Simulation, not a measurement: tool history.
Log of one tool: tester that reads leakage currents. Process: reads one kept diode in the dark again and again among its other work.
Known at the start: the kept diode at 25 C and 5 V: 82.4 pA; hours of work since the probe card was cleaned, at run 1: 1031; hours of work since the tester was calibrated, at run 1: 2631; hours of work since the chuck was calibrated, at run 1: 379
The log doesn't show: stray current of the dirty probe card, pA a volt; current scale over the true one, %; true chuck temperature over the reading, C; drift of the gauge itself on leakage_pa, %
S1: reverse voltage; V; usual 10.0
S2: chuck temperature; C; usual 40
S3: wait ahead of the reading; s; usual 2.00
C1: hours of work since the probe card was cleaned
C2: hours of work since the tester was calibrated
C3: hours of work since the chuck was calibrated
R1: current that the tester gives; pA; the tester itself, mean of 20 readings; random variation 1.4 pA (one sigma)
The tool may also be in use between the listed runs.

| run | hour | S1 | S2 | S3 | C1 | C2 | C3 | R1 |
|---|---|---|---|---|---|---|---|---|
| 1 | 0.0 | 10.0 | 40 | 2.00 | 1031 | 2631 | 379 | 496.73 |
| 2 | 106.5 | 10.0 | 44 | 2.00 | 1105 | 2705 | 453 | 697.78 |
|  | 280.0 | probe card cleaned and baked |
| 3 | 280.0 | 10.0 | 44 | 2.00 | 0 | 2824 | 571 | 683.96 |
| 4 | 488.5 | 10.0 | 44 | 2.00 | 145 | 2968 | 716 | 702.89 |
| 5 | 581.2 | 9.6 | 44 | 2.00 | 209 | 3033 | 781 | 692.72 |
| 6 | 776.8 | 10.0 | 40 | 2.00 | 345 | 3169 | 917 | 512.96 |
| 7 | 931.9 | 10.0 | 40 | 2.00 | 453 | 3277 | 1024 | 523.00 |
| 8 | 1081.0 | 2.6 | 40 | 0.94 | 557 | 3380 | 1128 | 268.22 |
| 9 | 1206.5 | 1.1 | 41 | 0.94 | 644 | 3467 | 1215 | 192.30 |
|  | 1222.6 | chuck's temperature calibrated |
| 10 | 1404.0 | 1.1 | 41 | 0.36 | 780 | 3603 | 126 | 204.41 |
|  | 1546.9 | chuck's temperature calibrated, once more |
| 11 | 1613.2 | 1.2 | 40 | 1.88 | 924 | 3747 | 46 | 165.11 |
|  | 1631.0 | tester calibrated |
| 12 | 1761.5 | 5.4 | 29 | 2.10 | 1026 | 91 | 148 | 138.37 |
| 13 | 1867.1 | 5.4 | 29 | 2.10 | 1099 | 164 | 221 | 139.21 |
| 14 | 1997.8 | 10.0 | 29 | 0.40 | 1190 | 255 | 312 | 205.19 |

The same runs without the tool's hidden state, with the same run-to-run variation:
| run | R1 |
|---|---|
| 1 | 465.89 |
| 2 | 654.88 |
| 3 | 649.65 |
| 4 | 655.71 |
| 5 | 641.26 |
| 6 | 463.98 |
| 7 | 465.91 |
| 8 | 237.44 |
| 9 | 169.19 |
| 10 | 168.83 |
| 11 | 160.84 |
| 12 | 127.15 |
| 13 | 126.52 |
| 14 | 180.64 |
